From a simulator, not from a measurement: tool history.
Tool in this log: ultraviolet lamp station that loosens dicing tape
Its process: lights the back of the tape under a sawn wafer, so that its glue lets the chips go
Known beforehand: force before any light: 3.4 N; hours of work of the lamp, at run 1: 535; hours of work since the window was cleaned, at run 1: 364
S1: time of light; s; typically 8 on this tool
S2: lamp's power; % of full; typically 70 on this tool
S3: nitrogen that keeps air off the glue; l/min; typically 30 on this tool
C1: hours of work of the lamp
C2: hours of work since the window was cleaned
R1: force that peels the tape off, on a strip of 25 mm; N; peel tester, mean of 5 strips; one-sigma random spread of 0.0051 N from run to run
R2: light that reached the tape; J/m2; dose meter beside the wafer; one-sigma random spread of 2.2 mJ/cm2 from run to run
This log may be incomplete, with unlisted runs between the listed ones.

run	day	S1	S2	S3	C1	C2	R1	R2
1	0.000	8	70	30	535	364	0.218	1510
2	2.158	8	70	30	576	405	0.230	1450
# day 2.492: window cleaned of glue's vapour
3	4.921	8	70	30	628	46	0.210	1570
4	7.458	8	69	30	676	94	0.217	1510
5	9.504	8	69	30	715	133	0.232	1520
6	11.825	9	70	30	759	177	0.191	1680
7	13.654	9	70	30	793	212	0.189	1670
8	16.354	9	70	30	845	263	0.196	1650
9	19.250	9	70	12	900	318	0.401	1610
10	21.008	9	70	12	933	351	0.407	1610
11	23.908	8	83	14	988	406	0.325	1650
# day 24.175: window cleaned of glue's vapour
12	25.700	11	66	45	1022	29	0.135	1920
13	28.425	8	70	17	1073	81	0.377	1450
14	30.562	9	67	29	1114	121	0.224	1540
15	33.529	13	89	25	1170	177	0.124	2880
16	35.179	13	89	25	1202	209	0.124	2880
17	37.675	8	67	11	1249	256	0.601	1330
18	40.100	16	67	11	1295	302	0.194	2540
19	42.512	16	67	11	1341	348	0.190	2530

Measured minus without-hidden-state, run by run (identical run-to-run variation in each term; gauge scatter may differ):
The hidden state here: lamp's light, % of a new lamp's; light that the window lets through, % of a clean one's; drift of the gauge itself on peel_n, %; drift of the gauge itself on dose_mj_cm2, %.
run	R1	R2
1	+0.046	-250
2	+0.051	-270
3	+0.032	-190
4	+0.039	-210
5	+0.045	-230
6	+0.033	-280
7	+0.037	-300
8	+0.042	-330
9	+0.116	-360
10	+0.126	-380
11	+0.108	-420
12	+0.013	-370
13	+0.108	-310
14	+0.056	-350
15	+0.006	-720
16	+0.007	-760
17	+0.205	-380
18	+0.050	-780
19	+0.054	-820
